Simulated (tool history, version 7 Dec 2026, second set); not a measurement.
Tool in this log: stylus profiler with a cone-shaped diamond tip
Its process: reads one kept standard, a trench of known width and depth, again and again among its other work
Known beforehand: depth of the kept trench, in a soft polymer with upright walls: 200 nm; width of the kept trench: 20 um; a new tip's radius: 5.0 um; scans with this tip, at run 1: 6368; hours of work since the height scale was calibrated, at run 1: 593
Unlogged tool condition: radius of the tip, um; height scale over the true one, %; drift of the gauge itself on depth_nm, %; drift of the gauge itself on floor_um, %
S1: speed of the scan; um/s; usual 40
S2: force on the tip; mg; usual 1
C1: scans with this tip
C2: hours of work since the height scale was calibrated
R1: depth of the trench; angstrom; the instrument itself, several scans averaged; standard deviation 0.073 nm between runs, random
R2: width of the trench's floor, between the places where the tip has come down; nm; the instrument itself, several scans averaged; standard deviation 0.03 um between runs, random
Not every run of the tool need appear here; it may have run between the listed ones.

{"run": 1, "hour": 0.0, "S1": 40, "S2": 1, "C1": 6368, "C2": 593, "R1": 2014.1, "R2": 16930}
{"run": 2, "hour": 24.2, "S1": 40, "S2": 0.74, "C1": 6509, "C2": 606, "R1": 2011.3, "R2": 16930}
{"run": 3, "hour": 75.1, "S1": 40, "S2": 0.74, "C1": 6804, "C2": 633, "R1": 2011.2, "R2": 16810}
{"run": 4, "hour": 126.5, "S1": 40, "S2": 1, "C1": 7102, "C2": 661, "R1": 2014.5, "R2": 16970}
{"run": 5, "hour": 175.0, "S1": 14, "S2": 1, "C1": 7384, "C2": 687, "R1": 2013.3, "R2": 17080}
{"run": 6, "hour": 209.4, "S1": 14, "S2": 1, "C1": 7584, "C2": 706, "R1": 2012.8, "R2": 17050}
{"run": 7, "hour": 260.4, "S1": 40, "S2": 1, "C1": 7880, "C2": 734, "R1": 2013.3, "R2": 16920}
{"run": 8, "hour": 309.5, "S1": 40, "S2": 1, "C1": 8165, "C2": 760, "R1": 2014.2, "R2": 16920}
{"run": 9, "hour": 342.7, "S1": 40, "S2": 1, "C1": 8358, "C2": 778, "R1": 2013.4, "R2": 16980}
{"hour": 374.4, "done": "new tip fitted, height scale calibrated"}
{"run": 10, "hour": 393.2, "S1": 10, "S2": 1, "C1": 108, "C2": 10, "R1": 2012.9, "R2": 17180}
{"run": 11, "hour": 440.5, "S1": 10, "S2": 1, "C1": 383, "C2": 36, "R1": 2014.1, "R2": 17130}
{"run": 12, "hour": 481.5, "S1": 67, "S2": 1, "C1": 621, "C2": 58, "R1": 2014.3, "R2": 16760}
{"run": 13, "hour": 528.7, "S1": 40, "S2": 0.56, "C1": 895, "C2": 83, "R1": 2009.9, "R2": 16820}
{"run": 14, "hour": 559.2, "S1": 40, "S2": 0.56, "C1": 1073, "C2": 100, "R1": 2009.7, "R2": 16860}
{"run": 15, "hour": 608.3, "S1": 40, "S2": 0.56, "C1": 1357, "C2": 126, "R1": 2009, "R2": 16840}
{"run": 16, "hour": 645.7, "S1": 40, "S2": 0.56, "C1": 1574, "C2": 147, "R1": 2009.2, "R2": 16920}
{"run": 17, "hour": 672.5, "S1": 40, "S2": 0.56, "C1": 1730, "C2": 161, "R1": 2009.1, "R2": 16870}
{"run": 18, "hour": 707.4, "S1": 40, "S2": 0.56, "C1": 1933, "C2": 180, "R1": 2009.5, "R2": 16890}
{"run": 19, "hour": 746.4, "S1": 40, "S2": 0.56, "C1": 2159, "C2": 201, "R1": 2009.1, "R2": 16830}
{"run": 20, "hour": 776.1, "S1": 40, "S2": 0.56, "C1": 2332, "C2": 217, "R1": 2008.8, "R2": 16910}
{"run": 21, "hour": 814.6, "S1": 87, "S2": 1, "C1": 2556, "C2": 238, "R1": 2013.3, "R2": 16670}
{"run": 22, "hour": 851.3, "S1": 40, "S2": 0.88, "C1": 2768, "C2": 258, "R1": 2013.4, "R2": 16910}
{"run": 23, "hour": 892.2, "S1": 40, "S2": 2.29, "C1": 3006, "C2": 280, "R1": 2022.6, "R2": 16980}
{"run": 24, "hour": 918.0, "S1": 40, "S2": 2.29, "C1": 3156, "C2": 294, "R1": 2024.8, "R2": 16980}
{"run": 25, "hour": 960.1, "S1": 28, "S2": 2.46, "C1": 3400, "C2": 317, "R1": 2024.7, "R2": 17040}
{"run": 26, "hour": 1007.9, "S1": 92, "S2": 2.46, "C1": 3678, "C2": 342, "R1": 2023, "R2": 16870}
{"run": 27, "hour": 1039.0, "S1": 51, "S2": 1.88, "C1": 3858, "C2": 359, "R1": 2020.5, "R2": 16900}
{"run": 28, "hour": 1084.7, "S1": 52, "S2": 1, "C1": 4124, "C2": 384, "R1": 2014.9, "R2": 16810}
{"run": 29, "hour": 1118.5, "S1": 104, "S2": 2.99, "C1": 4320, "C2": 402, "R1": 2027.6, "R2": 16780}
{"run": 30, "hour": 1166.5, "S1": 104, "S2": 2.99, "C1": 4599, "C2": 428, "R1": 2028.9, "R2": 16810}
{"run": 31, "hour": 1188.0, "S1": 104, "S2": 2.99, "C1": 4724, "C2": 440, "R1": 2027.3, "R2": 16830}
{"run": 32, "hour": 1210.6, "S1": 104, "S2": 2.99, "C1": 4855, "C2": 452, "R1": 2028.4, "R2": 16740}
{"run": 33, "hour": 1251.8, "S1": 20, "S2": 0.51, "C1": 5094, "C2": 474, "R1": 2008.4, "R2": 16970}
{"run": 34, "hour": 1288.6, "S1": 20, "S2": 0.51, "C1": 5308, "C2": 494, "R1": 2009.4, "R2": 17010}
{"run": 35, "hour": 1331.2, "S1": 40, "S2": 1.02, "C1": 5555, "C2": 517, "R1": 2014.1, "R2": 16930}
{"run": 36, "hour": 1367.4, "S1": 25, "S2": 0.84, "C1": 5765, "C2": 537, "R1": 2012.2, "R2": 16950}
{"run": 37, "hour": 1407.2, "S1": 85, "S2": 1, "C1": 5996, "C2": 558, "R1": 2013.6, "R2": 16670}
{"run": 38, "hour": 1445.0, "S1": 85, "S2": 1, "C1": 6216, "C2": 579, "R1": 2013.4, "R2": 16730}
{"run": 39, "hour": 1467.9, "S1": 38, "S2": 2.9, "C1": 6349, "C2": 591, "R1": 2027.3, "R2": 17040}
{"run": 40, "hour": 1509.6, "S1": 38, "S2": 2.9, "C1": 6591, "C2": 614, "R1": 2027.2, "R2": 17060}
{"run": 41, "hour": 1540.8, "S1": 89, "S2": 0.57, "C1": 6772, "C2": 630, "R1": 2009.6, "R2": 16420}
{"run": 42, "hour": 1579.4, "S1": 89, "S2": 0.57, "C1": 6996, "C2": 651, "R1": 2008.4, "R2": 16400}
{"run": 43, "hour": 1600.6, "S1": 50, "S2": 1.31, "C1": 7119, "C2": 663, "R1": 2016, "R2": 16990}
{"run": 44, "hour": 1648.6, "S1": 23, "S2": 1.31, "C1": 7398, "C2": 689, "R1": 2015.8, "R2": 17050}
{"run": 45, "hour": 1679.7, "S1": 23, "S2": 0.43, "C1": 7579, "C2": 706, "R1": 2007.6, "R2": 16940}

Alternative continuations, all from the tool just after run 45; predict every row:
{"run": "A", "hour": 1723.8, "S1": 124, "S2": 2.8, "C1": 7835, "C2": 729, "R1": "?", "R2": "?"}
{"run": "B", "hour": 1723.8, "S1": 23, "S2": 0.7, "C1": 7835, "C2": 729, "R1": "?", "R2": "?"}
{"run": "C", "hour": 1723.8, "S1": 124, "S2": 0.5, "C1": 7835, "C2": 729, "R1": "?", "R2": "?"}
{"run": "D", "hour": 1723.8, "S1": 36, "S2": 1.36, "C1": 7835, "C2": 729, "R1": "?", "R2": "?"}
{"run": "E", "hour": 1723.8, "S1": 16, "S2": 1.19, "C1": 7835, "C2": 729, "R1": "?", "R2": "?"}

run=A R1=2027.1 R2=16760
run=B R1=2011 R2=17040
run=C R1=2008.3 R2=16080
run=D R1=2016.2 R2=16950
run=E R1=2016 R2=17100
Stripped of hidden state, with their random variation kept, the same runs would have yielded:
run=A R1=2027.1 R2=16790
run=B R1=2011 R2=17070
run=C R1=2008.4 R2=16110
run=D R1=2016.2 R2=16980
run=E R1=2016.1 R2=17120
